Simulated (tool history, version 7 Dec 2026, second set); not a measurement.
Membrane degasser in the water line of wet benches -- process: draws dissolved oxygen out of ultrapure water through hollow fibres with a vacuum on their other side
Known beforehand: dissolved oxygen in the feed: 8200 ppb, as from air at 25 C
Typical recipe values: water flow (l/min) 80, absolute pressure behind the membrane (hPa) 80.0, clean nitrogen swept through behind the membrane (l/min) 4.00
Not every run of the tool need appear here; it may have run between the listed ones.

| run | hour | water flow (l/min) | absolute pressure behind the membrane (hPa) | clean nitrogen swept through behind the membrane (l/min) | dissolved oxygen in the water behind the degasser (ppb) | pressure that the water loses in the fibres (hPa) |
|---|---|---|---|---|---|---|
| 1 | 0.0 | 80 | 80.0 | 4.00 | 266.1 | 561.1 |
| 2 | 34.1 | 80 | 80.0 | 4.00 | 265.1 | 561.7 |
| 3 | 62.3 | 80 | 80.0 | 4.00 | 264.2 | 559.8 |
| 4 | 92.6 | 80 | 80.0 | 1.93 | 450.6 | 558.4 |
| 5 | 145.3 | 80 | 80.0 | 1.93 | 450.3 | 560.7 |
| 6 | 180.8 | 80 | 80.0 | 1.93 | 449.6 | 561.3 |
| 7 | 211.2 | 80 | 80.0 | 1.93 | 453.8 | 562.4 |
| 8 | 237.6 | 80 | 80.0 | 1.93 | 449.6 | 560.0 |
|  | 247.1 | vacuum gauge calibrated |
| 9 | 264.2 | 80 | 80.0 | 6.12 | 183.0 | 561.0 |
| 10 | 310.0 | 80 | 80.0 | 1.86 | 430.5 | 560.3 |
| 11 | 367.5 | 80 | 80.0 | 1.86 | 428.3 | 560.7 |
| 12 | 413.6 | 80 | 80.0 | 1.86 | 430.0 | 559.1 |
| 13 | 460.3 | 80 | 80.0 | 1.86 | 426.9 | 562.6 |
| 14 | 516.5 | 80 | 80.0 | 1.86 | 430.6 | 563.9 |
| 15 | 541.9 | 80 | 80.0 | 1.86 | 433.7 | 560.6 |
| 16 | 569.4 | 100 | 80.0 | 4.00 | 311.0 | 699.5 |
| 17 | 614.5 | 56 | 62.0 | 2.05 | 192.9 | 392.9 |
| 18 | 642.0 | 50 | 90.2 | 4.71 | 160.7 | 351.5 |
| 19 | 703.3 | 121 | 90.2 | 2.40 | 602.4 | 849.5 |
| 20 | 746.0 | 121 | 90.2 | 2.40 | 602.1 | 849.0 |
| 21 | 794.5 | 121 | 74.3 | 2.40 | 466.9 | 848.0 |
| 22 | 853.4 | 121 | 74.3 | 5.11 | 295.2 | 850.4 |
| 23 | 890.4 | 115 | 74.3 | 1.76 | 541.0 | 808.4 |
| 24 | 932.8 | 80 | 147.9 | 4.00 | 526.0 | 561.9 |
| 25 | 971.2 | 122 | 110.4 | 4.00 | 553.6 | 858.4 |
| 26 | 1025.0 | 69 | 80.0 | 4.00 | 216.1 | 485.0 |
| 27 | 1083.8 | 118 | 78.5 | 8.52 | 223.6 | 826.4 |
| 28 | 1138.0 | 118 | 78.5 | 3.61 | 381.2 | 830.8 |
| 29 | 1166.4 | 68 | 80.0 | 7.80 | 132.1 | 480.7 |
| 30 | 1196.1 | 68 | 80.0 | 7.80 | 130.2 | 477.9 |
| 31 | 1221.9 | 79 | 69.4 | 7.80 | 130.5 | 554.2 |
| 32 | 1269.9 | 79 | 69.4 | 7.80 | 130.1 | 554.4 |

Consider 3 possible next runs. They are alternatives, not a sequence: every one starts from the tool as it was left by run 32. What does each give?
| A | 1310.4 | 79 | 55.4 | 7.80 | ? | ? |
| B | 1310.4 | 78 | 162.8 | 4.00 | ? | ? |
| C | 1310.4 | 86 | 51.8 | 7.80 | ? | ? |

| run | dissolved oxygen in the water behind the degasser (ppb) | pressure that the water loses in the fibres (hPa) |
|---|---|---|
| A | 97.9 | 555.1 |
| B | 576.9 | 546.9 |
| C | 99.8 | 605.9 |
What these runs would have given with no unlogged condition in the tool:
| run | dissolved oxygen in the water behind the degasser (ppb) | pressure that the water loses in the fibres (hPa) |
|---|---|---|
| A | 96.1 | 551.3 |
| B | 573.8 | 543.2 |
| C | 97.9 | 601.8 |
